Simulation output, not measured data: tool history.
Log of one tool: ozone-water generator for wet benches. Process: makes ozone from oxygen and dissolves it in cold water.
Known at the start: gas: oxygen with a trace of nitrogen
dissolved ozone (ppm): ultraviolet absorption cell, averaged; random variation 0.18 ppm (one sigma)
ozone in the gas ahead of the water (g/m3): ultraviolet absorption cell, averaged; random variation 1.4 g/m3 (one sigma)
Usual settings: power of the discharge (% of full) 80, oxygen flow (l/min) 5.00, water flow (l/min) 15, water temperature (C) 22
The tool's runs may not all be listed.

run   hour  power of the discharge (% of full)  oxygen flow (l/min)  water flow (l/min)  water temperature (C)  dissolved ozone (ppm)  ozone in the gas ahead of the water (g/m3)
  1    0.0                                  80                 5.00                  15                     22                   23.5                                       253.7
  2   36.5                                  80                 5.00                  15                     22                   23.4                                       251.9
  3   69.4                                  80                 5.00                  15                     22                   23.2                                       252.5
  4   85.2                                  80                 5.00                  15                     22                   23.4                                       252.9
  5  105.5                                  80                 5.00                  15                     22                   23.1                                       253.5
  6  129.1                                  80                 5.00                  15                     22                   23.3                                       253.0
  7  153.6                                  80                 5.00                  15                     22                   23.4                                       254.1
  8  175.5                                  80                 5.00                  23                     22                   16.7                                       251.7
  9  209.5                                  80                 5.21                  15                     23                   22.6                                       245.9
 10  225.1                                  95                 5.21                  19                     23                   21.9                                       280.0
     228.5  -- water thermometer calibrated
 11  260.5                                  80                 5.00                  21                     22                   18.0                                       251.6
 12  288.1                                  52                 4.32                  11                     19                   22.1                                       199.6
 13  312.7                                  80                 5.00                  11                     22                   28.0                                       253.0
 14  348.7                                  43                 5.00                  23                     22                   10.4                                       157.8
 15  382.3                                  80                 3.19                  15                     18                   25.6                                       332.4

Forecast each of these 5 alternatives for the next run:
  A  414.5                                  64                 5.00                  15                     22                      ?                                           ?
  B  414.5                                  42                 6.06                  23                     22                      ?                                           ?
  C  414.5                                  80                 5.00                  23                     30                      ?                                           ?
  D  414.5                                  49                 5.00                  16                     27                      ?                                           ?
  E  414.5                                  80                 4.21                  16                     22                      ?                                           ?

run  dissolved ozone (ppm)  ozone in the gas ahead of the water (g/m3)
  A                   19.4                                       211.7
  B                   10.2                                       137.6
  C                   14.7                                       251.6
  D                   14.1                                       173.6
  E                   22.3                                       278.8
Without the tool's hidden state the same runs would have given:
run  dissolved ozone (ppm)  ozone in the gas ahead of the water (g/m3)
  A                   20.6                                       218.6
  B                   10.7                                       140.6
  C                   15.7                                       261.3
  D                   14.9                                       178.0
  E                   23.7                                       289.5
